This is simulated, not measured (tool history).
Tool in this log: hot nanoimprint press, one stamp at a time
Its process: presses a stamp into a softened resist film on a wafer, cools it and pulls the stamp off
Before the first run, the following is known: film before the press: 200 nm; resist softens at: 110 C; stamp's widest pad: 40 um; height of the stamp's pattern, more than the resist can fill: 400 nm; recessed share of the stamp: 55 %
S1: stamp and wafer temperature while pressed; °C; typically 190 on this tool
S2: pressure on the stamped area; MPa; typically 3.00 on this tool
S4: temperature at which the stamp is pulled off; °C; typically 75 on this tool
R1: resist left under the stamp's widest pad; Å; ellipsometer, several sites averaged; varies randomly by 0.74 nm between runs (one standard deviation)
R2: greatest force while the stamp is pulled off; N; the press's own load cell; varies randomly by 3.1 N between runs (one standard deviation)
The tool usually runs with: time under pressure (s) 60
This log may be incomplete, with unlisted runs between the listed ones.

run 1 hour=0.0 | S1=190 S2=3.00 time_under_pressure_(s)=60 S4=75 | R1=986 R2=257
run 2 hour=31.1 | S1=181 S2=3.00 time_under_pressure_(s)=60 S4=75 | R1=1424 R2=267
-- hour=81.9 plate thermocouple calibrated
run 3 hour=85.9 | S1=190 S2=3.00 time_under_pressure_(s)=60 S4=75 | R1=1023 R2=265
-- hour=118.9 stamp cleaned and given a new release coat
run 4 hour=121.8 | S1=195 S2=3.00 time_under_pressure_(s)=60 S4=75 | R1=828 R2=152
run 5 hour=169.8 | S1=195 S2=3.00 time_under_pressure_(s)=60 S4=75 | R1=830 R2=162
run 6 hour=224.9 | S1=190 S2=3.00 time_under_pressure_(s)=60 S4=75 | R1=1066 R2=166
run 7 hour=268.0 | S1=190 S2=3.00 time_under_pressure_(s)=60 S4=75 | R1=1061 R2=178
-- hour=302.9 press's hydraulic seals changed and the load cell set to zero
run 8 hour=308.5 | S1=190 S2=3.00 time_under_pressure_(s)=60 S4=75 | R1=1035 R2=176
-- hour=324.3 plate thermocouple calibrated, once more
run 9 hour=341.7 | S1=190 S2=3.00 time_under_pressure_(s)=60 S4=75 | R1=908 R2=181
run 10 hour=369.8 | S1=190 S2=3.00 time_under_pressure_(s)=60 S4=75 | R1=916 R2=182
run 11 hour=393.8 | S1=190 S2=3.00 time_under_pressure_(s)=60 S4=75 | R1=929 R2=192
run 12 hour=451.6 | S1=190 S2=4.01 time_under_pressure_(s)=60 S4=75 | R1=800 R2=197
run 13 hour=503.4 | S1=190 S2=4.01 time_under_pressure_(s)=60 S4=75 | R1=820 R2=208
run 14 hour=531.5 | S1=190 S2=3.06 time_under_pressure_(s)=60 S4=75 | R1=921 R2=210
run 15 hour=559.4 | S1=190 S2=3.00 time_under_pressure_(s)=60 S4=75 | R1=956 R2=216
run 16 hour=600.8 | S1=190 S2=3.00 time_under_pressure_(s)=60 S4=75 | R1=962 R2=222
run 17 hour=631.8 | S1=190 S2=3.34 time_under_pressure_(s)=54 S4=73 | R1=949 R2=230
run 18 hour=667.3 | S1=190 S2=3.34 time_under_pressure_(s)=54 S4=64 | R1=959 R2=271
run 19 hour=696.6 | S1=190 S2=4.36 time_under_pressure_(s)=51 S4=64 | R1=856 R2=258
run 20 hour=733.5 | S1=190 S2=4.36 time_under_pressure_(s)=51 S4=64 | R1=869 R2=275
run 21 hour=784.9 | S1=190 S2=3.68 time_under_pressure_(s)=35 S4=74 | R1=1085 R2=261
-- hour=815.2 plate thermocouple calibrated
run 22 hour=827.7 | S1=190 S2=3.68 time_under_pressure_(s)=35 S4=74 | R1=1014 R2=255
run 23 hour=880.0 | S1=196 S2=3.68 time_under_pressure_(s)=35 S4=74 | R1=786 R2=266
-- hour=901.5 stamp cleaned and given a new release coat
run 24 hour=933.0 | S1=190 S2=2.96 time_under_pressure_(s)=62 S4=71 | R1=923 R2=162
run 25 hour=981.4 | S1=195 S2=3.00 time_under_pressure_(s)=63 S4=72 | R1=734 R2=166
run 26 hour=1016.4 | S1=193 S2=1.91 time_under_pressure_(s)=63 S4=72 | R1=983 R2=175
run 27 hour=1056.2 | S1=193 S2=3.24 time_under_pressure_(s)=63 S4=77 | R1=782 R2=166
run 28 hour=1092.5 | S1=181 S2=3.73 time_under_pressure_(s)=60 S4=75 | R1=1288 R2=176
-- hour=1123.7 press's hydraulic seals changed and the load cell set to zero
run 29 hour=1135.2 | S1=181 S2=3.73 time_under_pressure_(s)=60 S4=62 | R1=1286 R2=210

Consider 3 possible next runs. They are alternatives, not a sequence: every one starts from the tool as it was left by run 29. What does each give?
run A hour=1173.5 | S1=195 S2=3.73 time_under_pressure_(s)=60 S4=79 | R1=? R2=?
run B hour=1173.5 | S1=190 S2=2.37 time_under_pressure_(s)=36 S4=75 | R1=? R2=?
run C hour=1173.5 | S1=190 S2=3.00 time_under_pressure_(s)=60 S4=75 | R1=? R2=?

run=A R1=676 R2=181
run=B R1=1235 R2=184
run=C R1=964 R2=186
The same runs, with their run-to-run variation unchanged, on a tool lacking any hidden condition would have given:
run=A R1=634 R2=141
run=B R1=1174 R2=143
run=C R1=907 R2=146
